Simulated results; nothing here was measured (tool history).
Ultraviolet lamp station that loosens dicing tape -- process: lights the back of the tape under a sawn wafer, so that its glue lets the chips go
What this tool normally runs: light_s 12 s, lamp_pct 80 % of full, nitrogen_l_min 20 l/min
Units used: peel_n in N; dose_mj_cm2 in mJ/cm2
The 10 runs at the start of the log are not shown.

{"run": 11, "hour": 477.1, "light_s": 15, "lamp_pct": 80, "nitrogen_l_min": 20, "peel_n": 0.391, "dose_mj_cm2": 555}
{"run": 12, "hour": 518.0, "light_s": 15, "lamp_pct": 80, "nitrogen_l_min": 20, "peel_n": 0.392, "dose_mj_cm2": 540}
{"run": 13, "hour": 585.6, "light_s": 13, "lamp_pct": 80, "nitrogen_l_min": 20, "peel_n": 0.524, "dose_mj_cm2": 461}
{"run": 14, "hour": 618.4, "light_s": 12, "lamp_pct": 80, "nitrogen_l_min": 20, "peel_n": 0.644, "dose_mj_cm2": 419}
{"run": 15, "hour": 681.6, "light_s": 12, "lamp_pct": 80, "nitrogen_l_min": 22, "peel_n": 0.622, "dose_mj_cm2": 404}
{"run": 16, "hour": 731.2, "light_s": 12, "lamp_pct": 80, "nitrogen_l_min": 12, "peel_n": 1.034, "dose_mj_cm2": 400}
{"run": 17, "hour": 779.3, "light_s": 12, "lamp_pct": 80, "nitrogen_l_min": 20, "peel_n": 0.707, "dose_mj_cm2": 389}
{"run": 18, "hour": 835.7, "light_s": 12, "lamp_pct": 92, "nitrogen_l_min": 20, "peel_n": 0.567, "dose_mj_cm2": 438}
{"run": 19, "hour": 873.4, "light_s": 12, "lamp_pct": 80, "nitrogen_l_min": 20, "peel_n": 0.737, "dose_mj_cm2": 377}
{"run": 20, "hour": 910.1, "light_s": 7, "lamp_pct": 80, "nitrogen_l_min": 20, "peel_n": 1.94, "dose_mj_cm2": 216}
{"run": 21, "hour": 954.8, "light_s": 12, "lamp_pct": 88, "nitrogen_l_min": 6, "peel_n": 1.716, "dose_mj_cm2": 395}
{"hour": 973.7, "done": "window cleaned of glue's vapour"}
{"run": 22, "hour": 1017.2, "light_s": 12, "lamp_pct": 88, "nitrogen_l_min": 13, "peel_n": 0.698, "dose_mj_cm2": 463}
{"run": 23, "hour": 1085.0, "light_s": 22, "lamp_pct": 66, "nitrogen_l_min": 15, "peel_n": 0.378, "dose_mj_cm2": 623}
{"run": 24, "hour": 1118.6, "light_s": 7, "lamp_pct": 80, "nitrogen_l_min": 20, "peel_n": 1.707, "dose_mj_cm2": 238}
{"hour": 1145.0, "done": "lamp changed"}
{"run": 25, "hour": 1178.6, "light_s": 7, "lamp_pct": 80, "nitrogen_l_min": 20, "peel_n": 1.046, "dose_mj_cm2": 319}
{"run": 26, "hour": 1216.2, "light_s": 15, "lamp_pct": 62, "nitrogen_l_min": 40, "peel_n": 0.311, "dose_mj_cm2": 517}
{"run": 27, "hour": 1285.5, "light_s": 15, "lamp_pct": 62, "nitrogen_l_min": 40, "peel_n": 0.322, "dose_mj_cm2": 501}
{"run": 28, "hour": 1356.5, "light_s": 15, "lamp_pct": 85, "nitrogen_l_min": 6, "peel_n": 0.68, "dose_mj_cm2": 679}
{"run": 29, "hour": 1414.5, "light_s": 15, "lamp_pct": 85, "nitrogen_l_min": 6, "peel_n": 0.695, "dose_mj_cm2": 663}

Run 30, settings as shown, results not yet in. Your forecast:
{"run": 30, "hour": 1467.9, "light_s": 12, "lamp_pct": 80, "nitrogen_l_min": 20, "peel_n": "?", "dose_mj_cm2": "?"}

{"run 30": {"peel_n": 0.46, "dose_mj_cm2": 490}}
Without the tool's hidden state the same run would have given peel_n 0.359 N, dose_mj_cm2 572 mJ/cm2.

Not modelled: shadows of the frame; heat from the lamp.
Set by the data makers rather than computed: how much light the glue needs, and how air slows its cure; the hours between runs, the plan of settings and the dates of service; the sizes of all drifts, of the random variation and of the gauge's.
